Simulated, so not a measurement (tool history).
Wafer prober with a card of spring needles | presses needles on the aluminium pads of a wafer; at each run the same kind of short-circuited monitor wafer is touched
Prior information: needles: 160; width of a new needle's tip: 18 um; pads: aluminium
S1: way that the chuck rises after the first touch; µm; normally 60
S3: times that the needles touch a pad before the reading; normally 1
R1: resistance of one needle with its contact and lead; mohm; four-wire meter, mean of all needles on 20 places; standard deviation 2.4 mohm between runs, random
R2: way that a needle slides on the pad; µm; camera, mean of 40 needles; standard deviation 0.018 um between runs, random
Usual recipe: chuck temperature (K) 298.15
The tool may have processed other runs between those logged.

{"run": 1, "hour": 0.0, "S1": 60, "chuck temperature (K)": 298.15, "S3": 1, "R1": 288, "R2": 13.13}
{"run": 2, "hour": 23.7, "S1": 60, "chuck temperature (K)": 305.15, "S3": 1, "R1": 298, "R2": 13.12}
{"hour": 28.0, "done": "tips cleaned on abrasive film"}
{"run": 3, "hour": 37.5, "S1": 74, "chuck temperature (K)": 298.15, "S3": 1, "R1": 276, "R2": 16.2}
{"run": 4, "hour": 58.4, "S1": 74, "chuck temperature (K)": 298.15, "S3": 1, "R1": 279, "R2": 16.14}
{"hour": 79.7, "done": "tips cleaned on abrasive film"}
{"run": 5, "hour": 80.6, "S1": 74, "chuck temperature (K)": 298.15, "S3": 1, "R1": 273, "R2": 16.17}
{"run": 6, "hour": 97.0, "S1": 74, "chuck temperature (K)": 298.15, "S3": 1, "R1": 279, "R2": 16.15}
{"run": 7, "hour": 122.8, "S1": 60, "chuck temperature (K)": 298.15, "S3": 1, "R1": 292, "R2": 13.1}
{"hour": 130.1, "done": "tips cleaned on abrasive film"}
{"run": 8, "hour": 146.9, "S1": 60, "chuck temperature (K)": 298.15, "S3": 1, "R1": 286, "R2": 13.08}
{"run": 9, "hour": 164.7, "S1": 60, "chuck temperature (K)": 298.15, "S3": 1, "R1": 290, "R2": 13.1}
{"hour": 182.2, "done": "tips cleaned on abrasive film"}
{"run": 10, "hour": 192.3, "S1": 60, "chuck temperature (K)": 298.15, "S3": 1, "R1": 283, "R2": 13.05}
{"run": 11, "hour": 204.7, "S1": 60, "chuck temperature (K)": 298.15, "S3": 1, "R1": 289, "R2": 13.02}
{"run": 12, "hour": 219.9, "S1": 60, "chuck temperature (K)": 298.15, "S3": 1, "R1": 292, "R2": 13.04}
{"hour": 233.4, "done": "tips cleaned on abrasive film"}
{"run": 13, "hour": 240.0, "S1": 60, "chuck temperature (K)": 298.15, "S3": 1, "R1": 282, "R2": 13.07}
{"run": 14, "hour": 261.9, "S1": 43, "chuck temperature (K)": 298.15, "S3": 1, "R1": 310, "R2": 9.31}
{"run": 15, "hour": 281.5, "S1": 43, "chuck temperature (K)": 298.15, "S3": 1, "R1": 316, "R2": 9.32}
{"hour": 284.6, "done": "tips cleaned on abrasive film"}
{"run": 16, "hour": 297.9, "S1": 43, "chuck temperature (K)": 298.15, "S3": 1, "R1": 306, "R2": 9.3}
{"run": 17, "hour": 310.0, "S1": 60, "chuck temperature (K)": 298.15, "S3": 3, "R1": 280, "R2": 13.04}
{"run": 18, "hour": 325.7, "S1": 41, "chuck temperature (K)": 376.15, "S3": 3, "R1": 314, "R2": 8.87}
{"hour": 335.8, "done": "tips cleaned on abrasive film"}
{"run": 19, "hour": 341.2, "S1": 51, "chuck temperature (K)": 298.15, "S3": 1, "R1": 284, "R2": 11.04}
{"run": 20, "hour": 356.6, "S1": 51, "chuck temperature (K)": 298.15, "S3": 1, "R1": 297, "R2": 11.02}
{"run": 21, "hour": 380.9, "S1": 51, "chuck temperature (K)": 298.15, "S3": 1, "R1": 307, "R2": 11.03}
{"hour": 386.9, "done": "tips cleaned on abrasive film"}
{"run": 22, "hour": 405.1, "S1": 67, "chuck temperature (K)": 298.15, "S3": 3, "R1": 274, "R2": 14.53}
{"run": 23, "hour": 431.8, "S1": 60, "chuck temperature (K)": 348.15, "S3": 2, "R1": 296, "R2": 12.99}
{"hour": 437.9, "done": "tips cleaned on abrasive film"}
{"run": 24, "hour": 444.8, "S1": 67, "chuck temperature (K)": 298.15, "S3": 2, "R1": 270, "R2": 14.51}
{"run": 25, "hour": 456.5, "S1": 60, "chuck temperature (K)": 298.15, "S3": 2, "R1": 283, "R2": 12.94}
{"run": 26, "hour": 468.4, "S1": 60, "chuck temperature (K)": 298.15, "S3": 2, "R1": 283, "R2": 12.99}
{"hour": 480.4, "done": "height of the first contact set anew"}
{"run": 27, "hour": 484.7, "S1": 60, "chuck temperature (K)": 298.15, "S3": 2, "R1": 281, "R2": 13.11}
{"hour": 489.0, "done": "tips cleaned on abrasive film"}
{"run": 28, "hour": 497.4, "S1": 60, "chuck temperature (K)": 298.15, "S3": 2, "R1": 276, "R2": 13.09}
{"run": 29, "hour": 513.7, "S1": 60, "chuck temperature (K)": 337.15, "S3": 1, "R1": 300, "R2": 13.11}
{"run": 30, "hour": 536.2, "S1": 41, "chuck temperature (K)": 383.15, "S3": 1, "R1": 345, "R2": 8.95}
{"hour": 539.7, "done": "tips cleaned on abrasive film"}
{"run": 31, "hour": 551.0, "S1": 45, "chuck temperature (K)": 376.15, "S3": 1, "R1": 317, "R2": 9.84}
{"run": 32, "hour": 564.6, "S1": 45, "chuck temperature (K)": 376.15, "S3": 1, "R1": 324, "R2": 9.84}
{"run": 33, "hour": 587.4, "S1": 63, "chuck temperature (K)": 298.15, "S3": 2, "R1": 281, "R2": 13.74}
{"hour": 591.1, "done": "tips cleaned on abrasive film"}
{"run": 34, "hour": 608.1, "S1": 63, "chuck temperature (K)": 298.15, "S3": 2, "R1": 278, "R2": 13.77}

What if the next run were any one of these 4? Each begins from the tool's condition after run 34:
{"run": "A", "hour": 620.7, "S1": 56, "chuck temperature (K)": 298.15, "S3": 2, "R1": "?", "R2": "?"}
{"run": "B", "hour": 620.7, "S1": 61, "chuck temperature (K)": 374.15, "S3": 3, "R1": "?", "R2": "?"}
{"run": "C", "hour": 620.7, "S1": 63, "chuck temperature (K)": 382.15, "S3": 1, "R1": "?", "R2": "?"}
{"run": "D", "hour": 620.7, "S1": 51, "chuck temperature (K)": 304.15, "S3": 3, "R1": "?", "R2": "?"}

run=A R1=287 R2=12.2
run=B R1=296 R2=13.27
run=C R1=312 R2=13.76
run=D R1=286 R2=11.12
What these runs would have given with no unlogged condition in the tool:
run=A R1=272 R2=12.25
run=B R1=289 R2=13.32
run=C R1=295 R2=13.8
run=D R1=275 R2=11.17
